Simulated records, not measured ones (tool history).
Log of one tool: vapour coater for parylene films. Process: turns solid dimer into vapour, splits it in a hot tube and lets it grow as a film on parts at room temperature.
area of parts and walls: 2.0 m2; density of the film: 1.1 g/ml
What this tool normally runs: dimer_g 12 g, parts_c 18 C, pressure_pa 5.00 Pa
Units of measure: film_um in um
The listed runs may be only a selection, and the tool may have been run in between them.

run 1 hour=0.0 | dimer_g=12 parts_c=18 pressure_pa=5.00 | film_um=3.78
run 2 hour=12.7 | dimer_g=12 parts_c=18 pressure_pa=5.00 | film_um=3.80
run 3 hour=27.6 | dimer_g=12 parts_c=18 pressure_pa=2.04 | film_um=4.07
run 4 hour=45.6 | dimer_g=15 parts_c=18 pressure_pa=2.04 | film_um=5.04
run 5 hour=58.7 | dimer_g=15 parts_c=18 pressure_pa=2.04 | film_um=5.01
run 6 hour=68.2 | dimer_g=12 parts_c=27 pressure_pa=5.00 | film_um=2.46
run 7 hour=85.2 | dimer_g=12 parts_c=18 pressure_pa=5.00 | film_um=3.73
run 8 hour=93.0 | dimer_g=12 parts_c=18 pressure_pa=2.04 | film_um=3.98
run 9 hour=109.1 | dimer_g=12 parts_c=18 pressure_pa=2.04 | film_um=4.00
run 10 hour=117.6 | dimer_g=12 parts_c=18 pressure_pa=2.04 | film_um=3.99
run 11 hour=125.5 | dimer_g=15 parts_c=18 pressure_pa=2.04 | film_um=4.97
run 12 hour=139.3 | dimer_g=12 parts_c=18 pressure_pa=5.00 | film_um=3.71
run 13 hour=156.3 | dimer_g=20 parts_c=18 pressure_pa=5.00 | film_um=6.11
run 14 hour=172.6 | dimer_g=20 parts_c=18 pressure_pa=5.00 | film_um=6.10
run 15 hour=181.5 | dimer_g=20 parts_c=18 pressure_pa=5.00 | film_um=6.12
run 16 hour=191.3 | dimer_g=20 parts_c=18 pressure_pa=5.00 | film_um=6.08
run 17 hour=206.9 | dimer_g=20 parts_c=18 pressure_pa=5.00 | film_um=6.00
run 18 hour=223.7 | dimer_g=20 parts_c=18 pressure_pa=5.00 | film_um=6.06
run 19 hour=239.9 | dimer_g=20 parts_c=18 pressure_pa=5.00 | film_um=6.05
run 20 hour=253.1 | dimer_g=20 parts_c=18 pressure_pa=5.00 | film_um=6.02
run 21 hour=267.0 | dimer_g=12 parts_c=18 pressure_pa=5.00 | film_um=3.64
run 22 hour=281.0 | dimer_g=12 parts_c=18 pressure_pa=2.33 | film_um=3.83
run 23 hour=296.3 | dimer_g=12 parts_c=18 pressure_pa=2.33 | film_um=3.80
run 24 hour=309.0 | dimer_g=8 parts_c=12 pressure_pa=5.00 | film_um=3.16
run 25 hour=324.8 | dimer_g=8 parts_c=12 pressure_pa=5.00 | film_um=3.15
run 26 hour=343.2 | dimer_g=10 parts_c=20 pressure_pa=11.22 | film_um=2.54
run 27 hour=352.0 | dimer_g=14 parts_c=13 pressure_pa=2.73 | film_um=5.48
run 28 hour=366.2 | dimer_g=13 parts_c=10 pressure_pa=2.08 | film_um=5.23
run 29 hour=376.2 | dimer_g=6 parts_c=17 pressure_pa=8.52 | film_um=1.77
run 30 hour=391.7 | dimer_g=6 parts_c=14 pressure_pa=5.06 | film_um=2.10
run 31 hour=401.3 | dimer_g=6 parts_c=14 pressure_pa=11.43 | film_um=1.98
run 32 hour=416.7 | dimer_g=16 parts_c=21 pressure_pa=7.42 | film_um=3.93
run 33 hour=425.1 | dimer_g=16 parts_c=29 pressure_pa=7.42 | film_um=2.70
run 34 hour=441.2 | dimer_g=12 parts_c=13 pressure_pa=9.43 | film_um=4.18
run 35 hour=457.5 | dimer_g=9 parts_c=16 pressure_pa=2.49 | film_um=2.99
run 36 hour=465.7 | dimer_g=12 parts_c=28 pressure_pa=2.35 | film_um=2.30
run 37 hour=483.9 | dimer_g=12 parts_c=28 pressure_pa=2.35 | film_um=2.32
-- hour=492.6 trap's valve overhauled
run 38 hour=504.5 | dimer_g=21 parts_c=18 pressure_pa=5.09 | film_um=6.78
run 39 hour=518.1 | dimer_g=11 parts_c=18 pressure_pa=8.18 | film_um=3.42
run 40 hour=526.6 | dimer_g=5 parts_c=18 pressure_pa=4.26 | film_um=1.63
run 41 hour=537.8 | dimer_g=5 parts_c=29 pressure_pa=5.94 | film_um=0.95
run 42 hour=551.7 | dimer_g=5 parts_c=29 pressure_pa=5.94 | film_um=0.95
run 43 hour=563.9 | dimer_g=5 parts_c=29 pressure_pa=5.94 | film_um=0.95
run 44 hour=575.1 | dimer_g=6 parts_c=24 pressure_pa=11.48 | film_um=1.36
run 45 hour=583.5 | dimer_g=19 parts_c=29 pressure_pa=9.07 | film_um=3.49
run 46 hour=599.7 | dimer_g=13 parts_c=29 pressure_pa=2.83 | film_um=2.58

Pick out some run-to-run changes in film_um. Of each, how much would a tool without hidden state show as well, from the settings, what came in and chance, and how much is left for the hidden state and any gauge scatter not in both results compared?
Hidden state present: vapour lost through the trap's worn valve, %; true temperature of the parts over the reading, C; drift of the gauge itself on film_um, %.
Run 26 -> 27: dimer_g 10 -> 14, parts_c 20 -> 13, pressure_pa 11.22 -> 2.73. film_um +2.94 um: hidden state -0.29, all else +3.23.
Run 28 -> 29: dimer_g 13 -> 6, parts_c 10 -> 17, pressure_pa 2.08 -> 8.52. film_um -3.46 um: hidden state +0.36, all else -3.82.
Run 37 -> 38: dimer_g 12 -> 21, parts_c 28 -> 18, pressure_pa 2.35 -> 5.09, trap's valve overhauled. film_um +4.46 um: hidden state +0.27, all else +4.19.
Run 38 -> 39: dimer_g 21 -> 11, pressure_pa 5.09 -> 8.18. film_um -3.36 um: hidden state -0.01, all else -3.35.

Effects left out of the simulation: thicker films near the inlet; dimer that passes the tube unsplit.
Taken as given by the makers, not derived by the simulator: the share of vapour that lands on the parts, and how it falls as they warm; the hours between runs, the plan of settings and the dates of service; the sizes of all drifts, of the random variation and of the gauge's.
